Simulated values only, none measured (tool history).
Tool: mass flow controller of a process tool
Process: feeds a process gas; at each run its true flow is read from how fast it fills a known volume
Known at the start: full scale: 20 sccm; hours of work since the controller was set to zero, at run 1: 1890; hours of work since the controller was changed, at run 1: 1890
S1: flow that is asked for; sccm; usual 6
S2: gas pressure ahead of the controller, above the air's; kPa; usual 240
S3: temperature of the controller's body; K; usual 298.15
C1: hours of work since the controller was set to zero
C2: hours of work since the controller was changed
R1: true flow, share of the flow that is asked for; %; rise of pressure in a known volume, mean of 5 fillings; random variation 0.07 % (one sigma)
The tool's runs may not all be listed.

run	hour	S1	S2	S3	C1	C2	R1
1	0	6	240	298.15	1890	1890	97.58
2	94.2	6	240	298.15	1935	1935	97.58
3	211.4	6	240	298.15	1990	1990	97.48
4	336.1	6	240	298.15	2049	2049	97.65
5	434.4	6	240	298.15	2095	2095	97.47
6	560.7	6	240	298.15	2154	2154	97.41
7	685.8	6	240	300.15	2213	2213	97.39
8	801.5	6	240	300.15	2268	2268	97.33
9	867.2	6	240	300.15	2299	2299	97.29
10	982.8	6	240	300.15	2353	2353	97.34
11	1049.7	6	240	295.15	2385	2385	97.7
12	1155.4	6	240	298.15	2434	2434	97.37
13	1226.6	6	240	298.15	2468	2468	97.47
14	1282.9	6	240	295.15	2494	2494	97.7
15	1411	6	240	295.15	2555	2555	97.7
16	1526	6	240	295.15	2609	2609	97.64
17	1594.1	6	240	295.15	2641	2641	97.62
18	1686.1	6	240	295.15	2684	2684	97.5
19	1783.8	6	240	295.15	2730	2730	97.52
20	1886.7	6	143	298.15	2779	2779	97.56
21	1969.3	6	143	298.15	2818	2818	97.59
22	2089.3	14	143	298.15	2874	2874	99.81
23	2157.6	14	143	295.15	2906	2906	99.98
24	2212.7	14	143	304.15	2932	2932	99.23
25	2280	2	175	300.15	2964	2964	93.14
26	2402.8	6	164	294.15	3022	3022	97.9
27	2534.2	6	269	294.15	3084	3084	97.53
28	2625.7	6	240	296.15	3127	3127	97.46
# hour 2637.8: controller's zero set anew
29	2715.4	6	216	308.15	37	3169	95.31
30	2832.8	6	179	298.15	92	3224	96.19
31	2946.9	9	207	295.15	145	3278	97.86
32	3080.8	3	267	294.15	209	3341	92.41
33	3180.5	3	267	296.15	255	3388	92.38
34	3310.6	14	156	293.15	317	3449	99.7
# hour 3435.3: controller's zero set anew, once more
35	3435.3	3	145	298.15	0	3507	99.05
36	3491.1	3	145	300.15	26	3534	98.87
37	3599.2	5	173	312.15	77	3585	98.08
38	3685.9	11	166	303.15	118	3625	99.87
39	3796.2	11	166	303.15	170	3677	99.9
40	3858	2	266	297.15	199	3706	98.33
41	3922.1	2	266	297.15	229	3737	98.18
42	3991.5	2	266	297.15	262	3769	98.04
43	4119.2	2	159	303.15	322	3829	97.96
44	4183.9	2	237	294.15	352	3860	98.34
45	4301.4	17	255	298.15	408	3915	100.69
46	4369	6	144	298.15	440	3947	99.45
47	4503	10	195	298.15	503	4010	99.79

Measured less the same run without the tool's hidden state. The same run-to-run variation is in both; the gauge's scatter may not be:
The hidden state here: flow at rest that the sensor doesn't see, % of full scale; true flow over the shown one, %; drift of the gauge itself on true_pct, %.
run	R1
1	-0.4
2	-0.41
3	-0.43
4	-0.44
5	-0.45
6	-0.47
7	-0.48
8	-0.5
9	-0.51
10	-0.51
11	-0.52
12	-0.53
13	-0.54
14	-0.55
15	-0.57
16	-0.57
17	-0.58
18	-0.59
19	-0.6
20	-0.62
21	-0.63
22	+0.37
23	+0.37
24	+0.37
25	-4.32
26	-0.67
27	-0.69
28	-0.71
29	-1.96
30	-1.97
31	-0.9
32	-5.29
33	-5.32
34	-0.1
35	+1.17
36	+1.15
37	+1.21
38	+1.31
39	+1.3
40	+0.79
41	+0.75
42	+0.69
43	+0.62
44	+0.56
45	+1.37
46	+1.15
47	+1.29
